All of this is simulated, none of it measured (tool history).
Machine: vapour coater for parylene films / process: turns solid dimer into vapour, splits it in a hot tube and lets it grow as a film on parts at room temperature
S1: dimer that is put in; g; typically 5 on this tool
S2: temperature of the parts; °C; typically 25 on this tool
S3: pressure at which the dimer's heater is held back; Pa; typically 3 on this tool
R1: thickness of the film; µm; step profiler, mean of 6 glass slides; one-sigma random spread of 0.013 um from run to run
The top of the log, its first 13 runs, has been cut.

Run 14, hour 144.6: usual settings but S3 6.69 Pa. Result: R1 1.03 µm.
Run 15, hour 155.9: usual settings but S1 2 g, S3 6.69 Pa. Result: R1 0.38 µm.
Run 16, hour 168.8: usual settings. Result: R1 1.15 µm.
Run 17, hour 181.2: usual settings but S2 34 °C. Result: R1 0.81 µm.
Run 18, hour 188.6: usual settings but S2 34 °C. Result: R1 0.8 µm.
Run 19, hour 195.9: usual settings but S2 34 °C. Result: R1 0.81 µm.
Run 20, hour 206.4: usual settings. Result: R1 1.13 µm.
Run 21, hour 214.3: usual settings. Result: R1 1.12 µm.
Run 22, hour 226.8: usual settings. Result: R1 1.12 µm.
Run 23, hour 238.7: usual settings. Result: R1 1.12 µm.
Run 24, hour 247.4: usual settings. Result: R1 1.1 µm.
Run 25, hour 254.5: usual settings but S2 17 °C, S3 11.43 Pa. Result: R1 1.23 µm.

Predict the results of run 26:
Run 26, hour 265.1: usual settings but S2 17 °C, S3 5.71 Pa. Result: R1 ?.

Run 26 produced R1 1.36 µm.
Had the tool carried no hidden state, the very same run would have given R1 1.51 µm.
